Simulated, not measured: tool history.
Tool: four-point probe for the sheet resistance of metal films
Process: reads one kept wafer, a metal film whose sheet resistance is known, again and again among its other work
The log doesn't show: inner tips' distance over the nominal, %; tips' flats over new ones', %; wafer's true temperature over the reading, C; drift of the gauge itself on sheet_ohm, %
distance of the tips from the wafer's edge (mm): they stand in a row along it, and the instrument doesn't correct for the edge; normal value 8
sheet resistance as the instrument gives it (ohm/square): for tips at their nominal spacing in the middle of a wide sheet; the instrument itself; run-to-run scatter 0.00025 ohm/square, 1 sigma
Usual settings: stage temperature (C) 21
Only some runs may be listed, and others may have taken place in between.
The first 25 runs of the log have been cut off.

run    hour  stage temperature (C)  distance of the tips from the wafer's edge (mm)  touches since the probe head was changed  hours of work since the stage's thermometer was calibrated  sheet resistance as the instrument gives it (ohm/square)
 26  1734.2                     28                                                5                                     71121                                                         458                                                  1.242963
 27  1795.9                     21                                               34                                     72444                                                         492                                                  1.238582
 28    1881                     21                                               17                                     74273                                                         539                                                  1.238863
 29  1926.2                     21                                               17                                     75243                                                         564                                                  1.238783
 30  1971.3                     27                                               13                                     76210                                                         589                                                  1.237478
 31  2040.5                     33                                                3                                     77697                                                         627                                                  1.252854
 32  2096.8                     35                                                8                                     78905                                                         658                                                  1.236447
 33  2151.9                     28                                               10                                     80088                                                         689                                                  1.237116
 34  2191.7                     28                                               10                                     80943                                                         711                                                  1.238045
 35  2265.6                     28                                               10                                     82531                                                         752                                                  1.237119
 36    2310                     34                                                3                                     83484                                                         776                                                  1.252418
 37  2373.1                     34                                                7                                     84839                                                         811                                                  1.237097
 38  2426.8                     34                                                7                                     85990                                                         841                                                   1.23716
 39  2490.2                     27                                               41                                     87353                                                         876                                                  1.235647
 40  2551.8                     27                                               41                                     88675                                                         910                                                  1.236004
 41  2619.2                     19                                                7                                     90123                                                         947                                                  1.240798
 42  2667.9                     33                                                4                                     91169                                                         974                                                  1.243505
 43  2754.1                     25                                               19                                     93019                                                        1022                                                  1.235897
 44  2828.8                     32                                               20                                     94624                                                        1063                                                  1.234226
 45  2896.2                     22                                                4                                     96070                                                        1101                                                  1.246538

Predict each of these 3 candidate next runs independently; none follows another, all start after run 45:
  A  2946.3                     22                                               24                                     97147                                                        1128                                                         ?
  B  2946.3                     35                                                8                                     97147                                                        1128                                                         ?
  C  2946.3                     29                                               33                                     97147                                                        1128                                                         ?

run  sheet resistance as the instrument gives it (ohm/square)
  A                                                  1.236472
  B                                                  1.235672
  C                                                  1.234453
Without the tool's hidden state the same runs would have given:
run  sheet resistance as the instrument gives it (ohm/square)
  A                                                  1.246728
  B                                                  1.245903
  C                                                  1.244683
